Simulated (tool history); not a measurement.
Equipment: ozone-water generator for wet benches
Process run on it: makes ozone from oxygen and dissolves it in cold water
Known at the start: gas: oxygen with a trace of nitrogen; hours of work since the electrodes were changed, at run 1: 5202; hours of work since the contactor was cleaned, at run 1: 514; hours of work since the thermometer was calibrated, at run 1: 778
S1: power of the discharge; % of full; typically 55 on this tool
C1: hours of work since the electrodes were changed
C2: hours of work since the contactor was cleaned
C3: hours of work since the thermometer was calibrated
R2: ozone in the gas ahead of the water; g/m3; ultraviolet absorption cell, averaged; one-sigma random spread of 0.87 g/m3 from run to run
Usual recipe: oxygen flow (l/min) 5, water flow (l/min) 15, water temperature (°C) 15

{"run": 1, "day": 0.0, "S1": 55, "oxygen flow (l/min)": 5, "water flow (l/min)": 15, "water temperature (°C)": 15, "C1": 5202, "C2": 514, "C3": 778, "dissolved ozone (ppm)": 16, "R2": 131.5}
{"run": 2, "day": 4.471, "S1": 55, "oxygen flow (l/min)": 5, "water flow (l/min)": 15, "water temperature (°C)": 15, "C1": 5267, "C2": 579, "C3": 843, "dissolved ozone (ppm)": 16, "R2": 131.9}
{"run": 3, "day": 10.392, "S1": 55, "oxygen flow (l/min)": 5, "water flow (l/min)": 15, "water temperature (°C)": 15, "C1": 5353, "C2": 666, "C3": 930, "dissolved ozone (ppm)": 15.8, "R2": 131.7}
{"run": 4, "day": 19.121, "S1": 55, "oxygen flow (l/min)": 5, "water flow (l/min)": 15, "water temperature (°C)": 12, "C1": 5480, "C2": 793, "C3": 1057, "dissolved ozone (ppm)": 16.5, "R2": 130.2}
{"run": 5, "day": 26.067, "S1": 55, "oxygen flow (l/min)": 5, "water flow (l/min)": 15, "water temperature (°C)": 12, "C1": 5581, "C2": 894, "C3": 1158, "dissolved ozone (ppm)": 16.5, "R2": 130.3}
{"run": 6, "day": 32.571, "S1": 55, "oxygen flow (l/min)": 2.52, "water flow (l/min)": 15, "water temperature (°C)": 15, "C1": 5676, "C2": 989, "C3": 1253, "dissolved ozone (ppm)": 13.6, "R2": 167.1}
{"run": 7, "day": 38.621, "S1": 55, "oxygen flow (l/min)": 5, "water flow (l/min)": 23, "water temperature (°C)": 15, "C1": 5764, "C2": 1077, "C3": 1341, "dissolved ozone (ppm)": 11.2, "R2": 130.1}
{"run": 8, "day": 44.362, "S1": 55, "oxygen flow (l/min)": 5, "water flow (l/min)": 23, "water temperature (°C)": 15, "C1": 5848, "C2": 1160, "C3": 1424, "dissolved ozone (ppm)": 11.2, "R2": 131.3}
{"run": 9, "day": 48.796, "S1": 55, "oxygen flow (l/min)": 5, "water flow (l/min)": 23, "water temperature (°C)": 15, "C1": 5912, "C2": 1225, "C3": 1489, "dissolved ozone (ppm)": 11.1, "R2": 131.4}
{"run": 10, "day": 54.554, "S1": 55, "oxygen flow (l/min)": 5, "water flow (l/min)": 23, "water temperature (°C)": 15, "C1": 5996, "C2": 1309, "C3": 1573, "dissolved ozone (ppm)": 11.1, "R2": 128.2}
{"run": 11, "day": 63.375, "S1": 55, "oxygen flow (l/min)": 5, "water flow (l/min)": 23, "water temperature (°C)": 15, "C1": 6125, "C2": 1437, "C3": 1701, "dissolved ozone (ppm)": 11, "R2": 129.3}
{"run": 12, "day": 67.65, "S1": 55, "oxygen flow (l/min)": 8.78, "water flow (l/min)": 23, "water temperature (°C)": 15, "C1": 6187, "C2": 1499, "C3": 1763, "dissolved ozone (ppm)": 12.3, "R2": 107}
{"run": 13, "day": 72.388, "S1": 55, "oxygen flow (l/min)": 5, "water flow (l/min)": 15, "water temperature (°C)": 15, "C1": 6256, "C2": 1568, "C3": 1832, "dissolved ozone (ppm)": 15.5, "R2": 127.3}
{"run": 14, "day": 76.817, "S1": 55, "oxygen flow (l/min)": 3.37, "water flow (l/min)": 15, "water temperature (°C)": 15, "C1": 6320, "C2": 1633, "C3": 1897, "dissolved ozone (ppm)": 14.5, "R2": 149.1}
{"run": 15, "day": 81.6, "S1": 55, "oxygen flow (l/min)": 3.37, "water flow (l/min)": 15, "water temperature (°C)": 15, "C1": 6390, "C2": 1703, "C3": 1967, "dissolved ozone (ppm)": 14.4, "R2": 149}
{"run": 16, "day": 89.262, "S1": 55, "oxygen flow (l/min)": 5.77, "water flow (l/min)": 15, "water temperature (°C)": 15, "C1": 6502, "C2": 1814, "C3": 2078, "dissolved ozone (ppm)": 15.7, "R2": 122}
{"run": 17, "day": 97.688, "S1": 51, "oxygen flow (l/min)": 5, "water flow (l/min)": 20, "water temperature (°C)": 20, "C1": 6624, "C2": 1937, "C3": 2201, "dissolved ozone (ppm)": 10.9, "R2": 122}
{"run": 18, "day": 103.975, "S1": 51, "oxygen flow (l/min)": 5, "water flow (l/min)": 20, "water temperature (°C)": 20, "C1": 6716, "C2": 2028, "C3": 2292, "dissolved ozone (ppm)": 10.8, "R2": 122.7}
{"run": 19, "day": 111.296, "S1": 51, "oxygen flow (l/min)": 5, "water flow (l/min)": 11, "water temperature (°C)": 9, "C1": 6822, "C2": 2135, "C3": 2399, "dissolved ozone (ppm)": 20, "R2": 122.3}
{"run": 20, "day": 118.721, "S1": 51, "oxygen flow (l/min)": 5, "water flow (l/min)": 11, "water temperature (°C)": 8, "C1": 6931, "C2": 2243, "C3": 2507, "dissolved ozone (ppm)": 20.4, "R2": 122.6}
{"run": 21, "day": 123.554, "S1": 51, "oxygen flow (l/min)": 5, "water flow (l/min)": 11, "water temperature (°C)": 8, "C1": 7001, "C2": 2314, "C3": 2578, "dissolved ozone (ppm)": 20.2, "R2": 120.8}
{"run": 22, "day": 127.517, "S1": 51, "oxygen flow (l/min)": 5, "water flow (l/min)": 11, "water temperature (°C)": 8, "C1": 7059, "C2": 2371, "C3": 2635, "dissolved ozone (ppm)": 20.4, "R2": 121.8}
{"run": 23, "day": 133.179, "S1": 55, "oxygen flow (l/min)": 6.01, "water flow (l/min)": 15, "water temperature (°C)": 8, "C1": 7141, "C2": 2454, "C3": 2718, "dissolved ozone (ppm)": 17.5, "R2": 120.3}
{"day": 138.692, "done": "water thermometer calibrated"}
{"run": 24, "day": 140.017, "S1": 53, "oxygen flow (l/min)": 7.06, "water flow (l/min)": 15, "water temperature (°C)": 15, "C1": 7240, "C2": 2553, "C3": 19, "dissolved ozone (ppm)": 15.4, "R2": 109}
{"run": 25, "day": 144.171, "S1": 53, "oxygen flow (l/min)": 7.06, "water flow (l/min)": 15, "water temperature (°C)": 15, "C1": 7301, "C2": 2614, "C3": 80, "dissolved ozone (ppm)": 15.5, "R2": 109.3}
{"run": 26, "day": 149.875, "S1": 53, "oxygen flow (l/min)": 7.06, "water flow (l/min)": 15, "water temperature (°C)": 15, "C1": 7384, "C2": 2697, "C3": 163, "dissolved ozone (ppm)": 15.1, "R2": 111.1}
{"run": 27, "day": 156.775, "S1": 53, "oxygen flow (l/min)": 7.06, "water flow (l/min)": 15, "water temperature (°C)": 15, "C1": 7484, "C2": 2797, "C3": 263, "dissolved ozone (ppm)": 15.1, "R2": 110.3}
{"run": 28, "day": 161.621, "S1": 83, "oxygen flow (l/min)": 6.8, "water flow (l/min)": 11, "water temperature (°C)": 9, "C1": 7555, "C2": 2868, "C3": 334, "dissolved ozone (ppm)": 27.5, "R2": 146.6}
{"run": 29, "day": 165.408, "S1": 46, "oxygen flow (l/min)": 5, "water flow (l/min)": 15, "water temperature (°C)": 21, "C1": 7610, "C2": 2923, "C3": 389, "dissolved ozone (ppm)": 12.2, "R2": 112.1}
{"run": 30, "day": 170.604, "S1": 61, "oxygen flow (l/min)": 5, "water flow (l/min)": 13, "water temperature (°C)": 21, "C1": 7686, "C2": 2998, "C3": 465, "dissolved ozone (ppm)": 15.9, "R2": 134.6}
{"run": 31, "day": 176.904, "S1": 49, "oxygen flow (l/min)": 5, "water flow (l/min)": 14, "water temperature (°C)": 11, "C1": 7778, "C2": 3090, "C3": 556, "dissolved ozone (ppm)": 15.5, "R2": 118.2}
{"run": 32, "day": 182.383, "S1": 49, "oxygen flow (l/min)": 5, "water flow (l/min)": 14, "water temperature (°C)": 11, "C1": 7857, "C2": 3170, "C3": 636, "dissolved ozone (ppm)": 15.7, "R2": 118.3}

What if the next run were any one of these 3? Each begins from the tool's condition after run 32:
{"run": "A", "day": 187.929, "S1": 94, "oxygen flow (l/min)": 5, "water flow (l/min)": 15, "water temperature (°C)": 15, "C1": 7938, "C2": 3251, "C3": 717, "dissolved ozone (ppm)": "?", "R2": "?"}
{"run": "B", "day": 187.929, "S1": 55, "oxygen flow (l/min)": 5, "water flow (l/min)": 9, "water temperature (°C)": 15, "C1": 7938, "C2": 3251, "C3": 717, "dissolved ozone (ppm)": "?", "R2": "?"}
{"run": "C", "day": 187.929, "S1": 60, "oxygen flow (l/min)": 2.87, "water flow (l/min)": 14, "water temperature (°C)": 19, "C1": 7938, "C2": 3251, "C3": 717, "dissolved ozone (ppm)": "?", "R2": "?"}

run=A dissolved_ozone_(ppm)=20.5 R2=174.3
run=B dissolved_ozone_(ppm)=20.9 R2=125.8
run=C dissolved_ozone_(ppm)=14.1 R2=162.5
The same runs, with their run-to-run variation unchanged, on a tool lacking any hidden condition would have given:
run=A dissolved_ozone_(ppm)=25.8 R2=209
run=B dissolved_ozone_(ppm)=24.6 R2=142.9
run=C dissolved_ozone_(ppm)=16.8 R2=186.3
